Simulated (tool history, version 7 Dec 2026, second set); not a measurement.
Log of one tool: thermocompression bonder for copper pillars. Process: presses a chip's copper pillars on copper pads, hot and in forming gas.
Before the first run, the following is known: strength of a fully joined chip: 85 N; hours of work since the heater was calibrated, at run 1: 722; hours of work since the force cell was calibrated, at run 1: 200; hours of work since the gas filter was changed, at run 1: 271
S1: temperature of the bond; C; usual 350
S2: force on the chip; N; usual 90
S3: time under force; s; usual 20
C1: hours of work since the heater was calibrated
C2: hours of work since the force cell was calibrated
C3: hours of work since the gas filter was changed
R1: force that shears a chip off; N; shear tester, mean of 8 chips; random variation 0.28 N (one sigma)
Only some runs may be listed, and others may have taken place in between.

{"run": 1, "hour": 0.0, "S1": 350, "S2": 90, "S3": 20, "C1": 722, "C2": 200, "C3": 271, "R1": 58.1}
{"run": 2, "hour": 8.0, "S1": 366, "S2": 90, "S3": 20, "C1": 727, "C2": 205, "C3": 276, "R1": 63.5}
{"run": 3, "hour": 19.8, "S1": 350, "S2": 90, "S3": 20, "C1": 735, "C2": 212, "C3": 283, "R1": 57.5}
{"run": 4, "hour": 30.7, "S1": 336, "S2": 90, "S3": 20, "C1": 741, "C2": 219, "C3": 289, "R1": 52.1}
{"hour": 31.8, "done": "forming gas filter changed"}
{"run": 5, "hour": 38.4, "S1": 336, "S2": 90, "S3": 20, "C1": 746, "C2": 224, "C3": 4, "R1": 53.7}
{"run": 6, "hour": 46.9, "S1": 336, "S2": 65, "S3": 20, "C1": 751, "C2": 229, "C3": 9, "R1": 44.1}
{"run": 7, "hour": 58.0, "S1": 336, "S2": 65, "S3": 20, "C1": 758, "C2": 236, "C3": 16, "R1": 43.4}
{"run": 8, "hour": 69.8, "S1": 336, "S2": 65, "S3": 20, "C1": 765, "C2": 243, "C3": 23, "R1": 43.8}
{"run": 9, "hour": 77.3, "S1": 350, "S2": 90, "S3": 20, "C1": 770, "C2": 248, "C3": 28, "R1": 58.9}
{"run": 10, "hour": 88.2, "S1": 350, "S2": 90, "S3": 20, "C1": 776, "C2": 254, "C3": 35, "R1": 59.6}
{"run": 11, "hour": 96.4, "S1": 350, "S2": 90, "S3": 11, "C1": 782, "C2": 259, "C3": 40, "R1": 49.1}
{"run": 12, "hour": 104.3, "S1": 350, "S2": 90, "S3": 11, "C1": 786, "C2": 264, "C3": 45, "R1": 49.6}
{"run": 13, "hour": 111.7, "S1": 350, "S2": 90, "S3": 20, "C1": 791, "C2": 269, "C3": 49, "R1": 58.8}
{"run": 14, "hour": 121.6, "S1": 350, "S2": 90, "S3": 20, "C1": 797, "C2": 275, "C3": 55, "R1": 58.0}
{"run": 15, "hour": 131.1, "S1": 350, "S2": 67, "S3": 20, "C1": 803, "C2": 281, "C3": 61, "R1": 49.2}
{"run": 16, "hour": 137.5, "S1": 350, "S2": 67, "S3": 20, "C1": 807, "C2": 285, "C3": 65, "R1": 49.4}
{"run": 17, "hour": 148.7, "S1": 350, "S2": 90, "S3": 20, "C1": 814, "C2": 292, "C3": 72, "R1": 58.7}
{"run": 18, "hour": 159.0, "S1": 350, "S2": 90, "S3": 20, "C1": 820, "C2": 298, "C3": 78, "R1": 58.1}
{"run": 19, "hour": 169.5, "S1": 350, "S2": 90, "S3": 20, "C1": 827, "C2": 305, "C3": 85, "R1": 58.4}
{"run": 20, "hour": 176.3, "S1": 350, "S2": 90, "S3": 26, "C1": 831, "C2": 309, "C3": 89, "R1": 62.6}
{"run": 21, "hour": 185.1, "S1": 345, "S2": 90, "S3": 37, "C1": 836, "C2": 314, "C3": 95, "R1": 65.7}
{"run": 22, "hour": 196.4, "S1": 366, "S2": 112, "S3": 37, "C1": 843, "C2": 321, "C3": 102, "R1": 76.9}
{"run": 23, "hour": 206.2, "S1": 366, "S2": 112, "S3": 37, "C1": 849, "C2": 327, "C3": 108, "R1": 76.8}
{"run": 24, "hour": 212.2, "S1": 350, "S2": 90, "S3": 43, "C1": 853, "C2": 331, "C3": 111, "R1": 69.1}
{"run": 25, "hour": 218.5, "S1": 350, "S2": 90, "S3": 43, "C1": 857, "C2": 335, "C3": 115, "R1": 69.0}
{"run": 26, "hour": 225.2, "S1": 350, "S2": 90, "S3": 43, "C1": 861, "C2": 339, "C3": 119, "R1": 69.3}
{"run": 27, "hour": 232.6, "S1": 350, "S2": 90, "S3": 43, "C1": 866, "C2": 343, "C3": 124, "R1": 69.0}
{"run": 28, "hour": 238.9, "S1": 350, "S2": 90, "S3": 43, "C1": 869, "C2": 347, "C3": 128, "R1": 68.3}
{"run": 29, "hour": 248.4, "S1": 371, "S2": 90, "S3": 40, "C1": 875, "C2": 353, "C3": 134, "R1": 74.3}
{"run": 30, "hour": 259.6, "S1": 331, "S2": 59, "S3": 11, "C1": 882, "C2": 360, "C3": 141, "R1": 30.2}
{"run": 31, "hour": 270.4, "S1": 350, "S2": 78, "S3": 36, "C1": 889, "C2": 367, "C3": 147, "R1": 62.2}
{"run": 32, "hour": 281.1, "S1": 350, "S2": 119, "S3": 45, "C1": 895, "C2": 373, "C3": 154, "R1": 75.4}
{"run": 33, "hour": 292.5, "S1": 350, "S2": 76, "S3": 20, "C1": 903, "C2": 380, "C3": 161, "R1": 52.9}
{"run": 34, "hour": 302.1, "S1": 350, "S2": 90, "S3": 17, "C1": 908, "C2": 386, "C3": 167, "R1": 54.9}
{"run": 35, "hour": 312.5, "S1": 350, "S2": 90, "S3": 17, "C1": 915, "C2": 393, "C3": 173, "R1": 55.6}
{"run": 36, "hour": 319.7, "S1": 347, "S2": 68, "S3": 20, "C1": 919, "C2": 397, "C3": 178, "R1": 47.8}
{"run": 37, "hour": 331.2, "S1": 325, "S2": 106, "S3": 13, "C1": 926, "C2": 404, "C3": 185, "R1": 46.3}
{"run": 38, "hour": 338.2, "S1": 325, "S2": 106, "S3": 13, "C1": 931, "C2": 409, "C3": 189, "R1": 46.0}
{"run": 39, "hour": 348.6, "S1": 325, "S2": 74, "S3": 13, "C1": 937, "C2": 415, "C3": 195, "R1": 36.3}
{"run": 40, "hour": 359.3, "S1": 325, "S2": 74, "S3": 13, "C1": 944, "C2": 422, "C3": 202, "R1": 36.2}

Measured less the same run without the tool's hidden state. The same run-to-run variation is in both; the gauge's scatter may not be:
What the log doesn't record here: true temperature of the bond over the reading, C; force that reaches the chip, % of what is set; oxide that the forming gas leaves, % of the face; drift of the gauge itself on shear_n, %.
run=1 R1=-2.9
run=2 R1=-2.9
run=3 R1=-2.9
run=4 R1=-3.0
run=5 R1=-1.5
run=6 R1=-1.4
run=7 R1=-1.5
run=8 R1=-1.6
run=9 R1=-1.6
run=10 R1=-1.7
run=11 R1=-1.7
run=12 R1=-1.7
run=13 R1=-1.8
run=14 R1=-1.8
run=15 R1=-1.8
run=16 R1=-1.9
run=17 R1=-2.0
run=18 R1=-2.0
run=19 R1=-2.0
run=20 R1=-2.1
run=21 R1=-2.1
run=22 R1=-1.7
run=23 R1=-1.7
run=24 R1=-2.1
run=25 R1=-2.1
run=26 R1=-2.2
run=27 R1=-2.3
run=28 R1=-2.2
run=29 R1=-2.1
run=30 R1=-1.8
run=31 R1=-2.5
run=32 R1=-2.2
run=33 R1=-2.6
run=34 R1=-2.7
run=35 R1=-2.7
run=36 R1=-2.6
run=37 R1=-2.8
run=38 R1=-2.8
run=39 R1=-2.5
run=40 R1=-2.5
